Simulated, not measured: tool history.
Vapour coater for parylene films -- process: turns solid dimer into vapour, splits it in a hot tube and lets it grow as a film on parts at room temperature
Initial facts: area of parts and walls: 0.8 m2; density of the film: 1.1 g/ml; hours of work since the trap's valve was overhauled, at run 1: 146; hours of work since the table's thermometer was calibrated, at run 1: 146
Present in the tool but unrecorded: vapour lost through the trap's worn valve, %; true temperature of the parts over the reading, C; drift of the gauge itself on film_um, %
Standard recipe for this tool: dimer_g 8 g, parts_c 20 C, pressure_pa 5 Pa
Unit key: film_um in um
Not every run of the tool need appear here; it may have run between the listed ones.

| run | hour | dimer_g | parts_c | pressure_pa | hours of work since the trap's valve was overhauled | hours of work since the table's thermometer was calibrated | film_um |
|---|---|---|---|---|---|---|---|
| 1 | 0 | 8 | 20 | 5 | 146 | 146 | 5.7 |
| 2 | 15.9 | 8 | 20 | 5 | 155 | 155 | 5.59 |
| 3 | 24.7 | 8 | 20 | 5 | 160 | 160 | 5.7 |
| 4 | 38.5 | 8 | 20 | 5 | 167 | 167 | 5.59 |
| 5 | 52.5 | 8 | 20 | 10.97 | 175 | 175 | 5.25 |
| 6 | 67.5 | 8 | 23 | 5 | 183 | 183 | 5.17 |
| 7 | 74 | 8 | 20 | 5.09 | 186 | 186 | 5.61 |
| 8 | 84.7 | 8 | 20 | 3.47 | 192 | 192 | 5.84 |
| 9 | 100.7 | 8 | 20 | 2.41 | 201 | 201 | 5.93 |
| 10 | 107.9 | 8 | 20 | 2.41 | 205 | 205 | 5.87 |
| 11 | 121.5 | 8 | 20 | 5 | 212 | 212 | 5.56 |
| 12 | 130.4 | 8 | 20 | 5 | 217 | 217 | 5.58 |
| 13 | 141 | 9 | 20 | 5 | 223 | 223 | 6.19 |
| 14 | 150.8 | 8 | 20 | 5 | 228 | 228 | 5.46 |
| 15 | 158.2 | 10 | 20 | 5 | 232 | 232 | 6.97 |
| 16 | 170.8 | 10 | 20 | 5 | 239 | 239 | 6.97 |
| 17 | 180.6 | 10 | 20 | 5 | 244 | 244 | 6.87 |
| 18 | 187.6 | 10 | 20 | 5 | 248 | 248 | 6.86 |
| 19 | 203.2 | 10 | 20 | 4.06 | 257 | 257 | 7.1 |
| 20 | 212 | 7 | 20 | 4.2 | 261 | 261 | 4.81 |
| 21 | 225.3 | 5 | 15 | 4.22 | 269 | 269 | 3.92 |
| 22 | 234.7 | 14 | 14 | 2.53 | 274 | 274 | 11.73 |
| 23 | 250.8 | 5 | 23 | 2.53 | 282 | 282 | 3.38 |
|  | 252.7 | table's thermometer calibrated |
| 24 | 260 | 5 | 15 | 2.26 | 287 | 4 | 4.15 |
| 25 | 267.6 | 5 | 19 | 5.77 | 291 | 8 | 3.51 |
| 26 | 274.7 | 4 | 19 | 2.91 | 295 | 12 | 2.94 |
| 27 | 286.6 | 3 | 14 | 2.91 | 301 | 18 | 2.48 |
| 28 | 302.2 | 4 | 29 | 2.49 | 310 | 27 | 2.36 |
| 29 | 311.2 | 8 | 31 | 5 | 315 | 32 | 4.28 |
|  | 317.5 | table's thermometer calibrated, once more |
| 30 | 327.5 | 3 | 31 | 6.78 | 323 | 5 | 1.55 |
| 31 | 338.2 | 3 | 31 | 6.78 | 329 | 11 | 1.55 |
| 32 | 351 | 8 | 24 | 9.45 | 336 | 18 | 4.56 |
| 33 | 359.2 | 8 | 19 | 5 | 340 | 23 | 5.53 |
| 34 | 369.6 | 3 | 15 | 4.36 | 346 | 28 | 2.25 |
| 35 | 385.1 | 9 | 22 | 4.36 | 354 | 37 | 5.8 |

Hidden state or all else? Some run-to-run changes of film_um, split into what the settings, what came in and random variation would give without the hidden state, and what is left for the hidden state (with any gauge scatter that isn't in both results):
Run 21 -> 22: dimer_g 5 -> 14, parts_c 15 -> 14, pressure_pa 4.22 -> 2.53. film_um +7.81 um: hidden state -0.44, all else +8.25.
Run 22 -> 23: dimer_g 14 -> 5, parts_c 14 -> 23. film_um -8.35 um: hidden state +0.46, all else -8.81.
Run 34 -> 35: dimer_g 3 -> 9, parts_c 15 -> 22. film_um +3.55 um: hidden state -0.29, all else +3.84.
